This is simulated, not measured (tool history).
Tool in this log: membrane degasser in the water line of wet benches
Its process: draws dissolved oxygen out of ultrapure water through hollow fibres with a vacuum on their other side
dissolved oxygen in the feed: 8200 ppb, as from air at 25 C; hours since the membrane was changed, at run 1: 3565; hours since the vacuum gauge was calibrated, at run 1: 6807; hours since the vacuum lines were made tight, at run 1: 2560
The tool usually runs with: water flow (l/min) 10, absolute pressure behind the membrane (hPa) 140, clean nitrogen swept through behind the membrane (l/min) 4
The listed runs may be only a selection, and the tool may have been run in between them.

| run | hour | water flow (l/min) | absolute pressure behind the membrane (hPa) | clean nitrogen swept through behind the membrane (l/min) | hours since the membrane was changed | hours since the vacuum gauge was calibrated | hours since the vacuum lines were made tight | dissolved oxygen in the water behind the degasser (ppb) | pressure that the water loses in the fibres (hPa) |
|---|---|---|---|---|---|---|---|---|---|
| 1 | 0 | 10 | 140 | 4 | 3565 | 6807 | 2560 | 69.5 | 456.8 |
| 2 | 88.2 | 10 | 140 | 4 | 3653 | 6895 | 2649 | 68.7 | 450.3 |
| 3 | 157.4 | 8 | 140 | 4 | 3722 | 6964 | 2718 | 53.9 | 361 |
| 4 | 212.1 | 8 | 140 | 4 | 3777 | 7019 | 2772 | 55 | 366.9 |
| 5 | 280.5 | 8 | 140 | 4 | 3845 | 7087 | 2841 | 53.4 | 361.9 |
| 6 | 366 | 10 | 140 | 4 | 3931 | 7173 | 2926 | 68.8 | 447.3 |
| 7 | 446.8 | 10 | 140 | 4 | 4012 | 7254 | 3007 | 69.8 | 448.4 |
|  | 475.8 | vacuum gauge calibrated |
| 8 | 492.7 | 10 | 140 | 4 | 4057 | 17 | 3053 | 67.5 | 448.4 |
| 9 | 568.2 | 10 | 140 | 4 | 4133 | 92 | 3128 | 68.3 | 448.4 |
| 10 | 652.7 | 14 | 325 | 9.51 | 4217 | 177 | 3212 | 117.1 | 626.3 |
| 11 | 695.6 | 8 | 98 | 6.1 | 4260 | 220 | 3255 | 21.8 | 361 |
| 12 | 750.3 | 8 | 98 | 6.1 | 4315 | 274 | 3310 | 22 | 360 |
| 13 | 829.7 | 8 | 98 | 6.1 | 4394 | 354 | 3390 | 21.9 | 358.2 |
| 14 | 918.3 | 10 | 140 | 4 | 4483 | 443 | 3478 | 67.4 | 448.2 |
| 15 | 998.1 | 15 | 111 | 4 | 4563 | 522 | 3558 | 87.8 | 673.3 |
| 16 | 1045.4 | 9 | 231 | 8.21 | 4610 | 570 | 3605 | 54.9 | 402.5 |
| 17 | 1115.4 | 7 | 231 | 8.21 | 4680 | 640 | 3675 | 42.9 | 310.2 |
| 18 | 1170.2 | 7 | 231 | 8.21 | 4735 | 694 | 3730 | 42.6 | 313.3 |

Here are 5 independent what-if runs from the current tool condition. What would each one return?
| A | 1220.8 | 7 | 119 | 2.9 | 4785 | 745 | 3781 | ? | ? |
| B | 1220.8 | 7 | 187 | 8.21 | 4785 | 745 | 3781 | ? | ? |
| C | 1220.8 | 12 | 91 | 5.93 | 4785 | 745 | 3781 | ? | ? |
| D | 1220.8 | 6 | 268 | 4 | 4785 | 745 | 3781 | ? | ? |
| E | 1220.8 | 10 | 116 | 10.57 | 4785 | 745 | 3781 | ? | ? |

| run | dissolved oxygen in the water behind the degasser (ppb) | pressure that the water loses in the fibres (hPa) |
|---|---|---|
| A | 52.5 | 312.4 |
| B | 33.4 | 311.1 |
| C | 35.1 | 527.5 |
| D | 87.6 | 268.5 |
| E | 22.5 | 439.9 |
With no hidden state in the tool, these same runs would have given:
| run | dissolved oxygen in the water behind the degasser (ppb) | pressure that the water loses in the fibres (hPa) |
|---|---|---|
| A | 52.5 | 317.5 |
| B | 33.4 | 316.2 |
| C | 35 | 536.2 |
| D | 87.6 | 272.8 |
| E | 22.5 | 447.2 |
